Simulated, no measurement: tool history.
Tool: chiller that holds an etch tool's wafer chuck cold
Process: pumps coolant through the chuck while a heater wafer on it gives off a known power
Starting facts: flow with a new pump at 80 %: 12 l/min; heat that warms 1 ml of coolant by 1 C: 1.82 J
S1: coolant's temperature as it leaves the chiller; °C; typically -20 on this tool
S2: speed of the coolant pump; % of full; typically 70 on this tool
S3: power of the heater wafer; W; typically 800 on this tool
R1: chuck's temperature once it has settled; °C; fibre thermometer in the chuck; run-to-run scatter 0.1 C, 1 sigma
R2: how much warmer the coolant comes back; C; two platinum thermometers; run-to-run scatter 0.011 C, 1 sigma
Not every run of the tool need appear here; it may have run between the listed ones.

{"run": 1, "hour": 0.0, "S1": -20, "S2": 70, "S3": 800, "R1": -8.7, "R2": 2.57}
{"run": 2, "hour": 51.3, "S1": -20, "S2": 70, "S3": 800, "R1": -8.6, "R2": 2.56}
{"run": 3, "hour": 76.0, "S1": -20, "S2": 70, "S3": 800, "R1": -8.5, "R2": 2.56}
{"run": 4, "hour": 125.0, "S1": -20, "S2": 70, "S3": 800, "R1": -8.7, "R2": 2.55}
{"run": 5, "hour": 152.0, "S1": -20, "S2": 70, "S3": 800, "R1": -8.6, "R2": 2.56}
{"run": 6, "hour": 184.6, "S1": -20, "S2": 70, "S3": 555, "R1": -12.1, "R2": 1.79}
{"run": 7, "hour": 214.9, "S1": -20, "S2": 70, "S3": 555, "R1": -12.1, "R2": 1.78}
{"run": 8, "hour": 260.6, "S1": -20, "S2": 70, "S3": 800, "R1": -8.4, "R2": 2.55}
{"run": 9, "hour": 304.6, "S1": -20, "S2": 70, "S3": 800, "R1": -8.4, "R2": 2.56}
{"run": 10, "hour": 348.1, "S1": -20, "S2": 70, "S3": 800, "R1": -8.6, "R2": 2.58}
{"run": 11, "hour": 389.7, "S1": -20, "S2": 62, "S3": 800, "R1": -7.2, "R2": 2.87}
{"run": 12, "hour": 429.8, "S1": -20, "S2": 62, "S3": 800, "R1": -7.2, "R2": 2.9}
{"run": 13, "hour": 472.8, "S1": -20, "S2": 70, "S3": 800, "R1": -8.4, "R2": 2.57}
{"run": 14, "hour": 516.7, "S1": -18, "S2": 70, "S3": 800, "R1": -6.3, "R2": 2.58}
{"run": 15, "hour": 553.4, "S1": -20, "S2": 86, "S3": 800, "R1": -10.3, "R2": 2.07}
{"run": 16, "hour": 575.6, "S1": -20, "S2": 79, "S3": 800, "R1": -9.4, "R2": 2.29}
{"run": 17, "hour": 608.6, "S1": -20, "S2": 81, "S3": 418, "R1": -14.7, "R2": 1.17}
{"run": 18, "hour": 659.6, "S1": -29, "S2": 74, "S3": 800, "R1": -17.8, "R2": 2.45}
{"run": 19, "hour": 685.3, "S1": -16, "S2": 63, "S3": 1084, "R1": 1.4, "R2": 3.88}
{"run": 20, "hour": 724.2, "S1": -16, "S2": 63, "S3": 846, "R1": -2.4, "R2": 3.03}
{"run": 21, "hour": 774.8, "S1": -15, "S2": 63, "S3": 846, "R1": -1.4, "R2": 3.04}
{"run": 22, "hour": 828.6, "S1": -20, "S2": 69, "S3": 800, "R1": -8.2, "R2": 2.62}
{"run": 23, "hour": 872.7, "S1": -22, "S2": 69, "S3": 1118, "R1": -5.2, "R2": 3.67}
{"run": 24, "hour": 900.0, "S1": -17, "S2": 82, "S3": 800, "R1": -6.5, "R2": 2.22}
{"run": 25, "hour": 929.6, "S1": -10, "S2": 83, "S3": 800, "R1": 0.2, "R2": 2.2}
{"run": 26, "hour": 967.2, "S1": -10, "S2": 83, "S3": 501, "R1": -3.6, "R2": 1.37}
{"run": 27, "hour": 998.0, "S1": -21, "S2": 73, "S3": 677, "R1": -11.4, "R2": 2.1}
{"run": 28, "hour": 1043.9, "S1": -26, "S2": 81, "S3": 452, "R1": -20.2, "R2": 1.28}
{"run": 29, "hour": 1086.9, "S1": -26, "S2": 81, "S3": 452, "R1": -20.1, "R2": 1.26}
{"run": 30, "hour": 1121.1, "S1": -26, "S2": 81, "S3": 452, "R1": -20.1, "R2": 1.26}
{"run": 31, "hour": 1153.5, "S1": -28, "S2": 70, "S3": 979, "R1": -13.3, "R2": 3.18}

Results for each run, recomputed without the tool's hidden state and with each run's random variation untouched:
The tool's hidden condition here consists of: heat passed by the chuck's channels, % of clean ones'; flow at a given pump speed, % of a new pump's; coolant's true temperature over the reading, C; drift of the gauge itself on chuck_c, C; drift of the gauge itself on warmer_back_c, C.
run=1 R1=-9.8 R2=2.52
run=2 R1=-9.7 R2=2.52
run=3 R1=-9.5 R2=2.51
run=4 R1=-9.8 R2=2.5
run=5 R1=-9.7 R2=2.5
run=6 R1=-12.8 R2=1.76
run=7 R1=-12.9 R2=1.75
run=8 R1=-9.6 R2=2.49
run=9 R1=-9.6 R2=2.5
run=10 R1=-9.8 R2=2.52
run=11 R1=-8.5 R2=2.81
run=12 R1=-8.6 R2=2.83
run=13 R1=-9.6 R2=2.51
run=14 R1=-7.6 R2=2.52
run=15 R1=-11.4 R2=2.02
run=16 R1=-10.6 R2=2.23
run=17 R1=-15.2 R2=1.14
run=18 R1=-19.1 R2=2.38
run=19 R1=-0.7 R2=3.77
run=20 R1=-4 R2=2.94
run=21 R1=-3.1 R2=2.96
run=22 R1=-9.7 R2=2.55
run=23 R1=-7.3 R2=3.56
run=24 R1=-7.8 R2=2.15
run=25 R1=-1 R2=2.13
run=26 R1=-4.3 R2=1.33
run=27 R1=-12.6 R2=2.04
run=28 R1=-20.9 R2=1.24
run=29 R1=-20.8 R2=1.22
run=30 R1=-20.8 R2=1.22
run=31 R1=-15.3 R2=3.07
